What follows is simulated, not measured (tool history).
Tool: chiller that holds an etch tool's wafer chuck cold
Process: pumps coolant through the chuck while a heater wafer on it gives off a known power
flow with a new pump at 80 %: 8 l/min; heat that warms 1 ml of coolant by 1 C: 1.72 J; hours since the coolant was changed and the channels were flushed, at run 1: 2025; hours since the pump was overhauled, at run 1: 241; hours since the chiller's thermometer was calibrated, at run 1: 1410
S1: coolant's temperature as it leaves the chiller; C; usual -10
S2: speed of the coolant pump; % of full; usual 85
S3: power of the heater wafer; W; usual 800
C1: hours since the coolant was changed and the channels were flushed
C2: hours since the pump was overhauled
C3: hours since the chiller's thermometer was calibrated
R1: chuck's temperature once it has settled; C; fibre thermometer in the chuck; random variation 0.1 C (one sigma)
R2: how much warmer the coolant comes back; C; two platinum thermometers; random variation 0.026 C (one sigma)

Run 1, hour 0.0: usual settings; C1 2025; C2 241; C3 1410. Result: R1 -3.9 C, R2 3.27 C.
Run 2, hour 27.6: usual settings but S2 89 % of full; C1 2053; C2 269; C3 1438. Result: R1 -4.0 C, R2 3.17 C.
Run 3, hour 89.0: usual settings but S2 89 % of full; C1 2114; C2 330; C3 1499. Result: R1 -4.3 C, R2 3.18 C.
Run 4, hour 129.4: usual settings but S3 492 W; C1 2155; C2 371; C3 1540. Result: R1 -6.0 C, R2 2.02 C.
Run 5, hour 184.4: usual settings but S3 700 W; C1 2210; C2 426; C3 1595. Result: R1 -4.7 C, R2 2.89 C.
Run 6, hour 232.9: usual settings but S3 700 W; C1 2258; C2 474; C3 1643. Result: R1 -4.5 C, R2 2.84 C.
Run 7, hour 295.0: usual settings but S3 700 W; C1 2320; C2 536; C3 1705. Result: R1 -4.6 C, R2 2.95 C.
Run 8, hour 346.9: usual settings but S3 700 W; C1 2372; C2 588; C3 1757. Result: R1 -4.5 C, R2 2.91 C.
Run 9, hour 408.8: usual settings but S2 94 % of full, S3 700 W; C1 2434; C2 650; C3 1819. Result: R1 -4.8 C, R2 2.63 C.
Run 10, hour 444.6: usual settings but S2 94 % of full, S3 700 W; C1 2470; C2 686; C3 1855. Result: R1 -5.0 C, R2 2.62 C.
Run 11, hour 496.4: usual settings but S2 94 % of full, S3 700 W; C1 2522; C2 738; C3 1907. Result: R1 -4.9 C, R2 2.61 C.
Run 12, hour 555.7: usual settings but S2 94 % of full, S3 700 W; C1 2581; C2 797; C3 1966. Result: R1 -4.9 C, R2 2.64 C.
Run 13, hour 614.6: usual settings but S1 -8 C, S2 61 % of full, S3 700 W; C1 2640; C2 856; C3 2025. Result: R1 -0.6 C, R2 4.02 C.
Run 14, hour 655.6: usual settings but S2 69 % of full, S3 752 W; C1 2681; C2 897; C3 2066. Result: R1 -2.9 C, R2 3.81 C.
Run 15, hour 695.7: usual settings but S1 0 C, S3 706 W; C1 2721; C2 937; C3 2106. Result: R1 5.7 C, R2 2.89 C.

Run 16 comes next. What will it give?
Run 16, hour 747.3: usual settings but S1 -3 C, S3 623 W; C1 2773; C2 989; C3 2158. Result: R1 ?, R2 ?.

R1: 1.9 C
R2: 2.57 C
Without the tool's hidden state the same run would have given R1 1.3 C, R2 2.55 C.
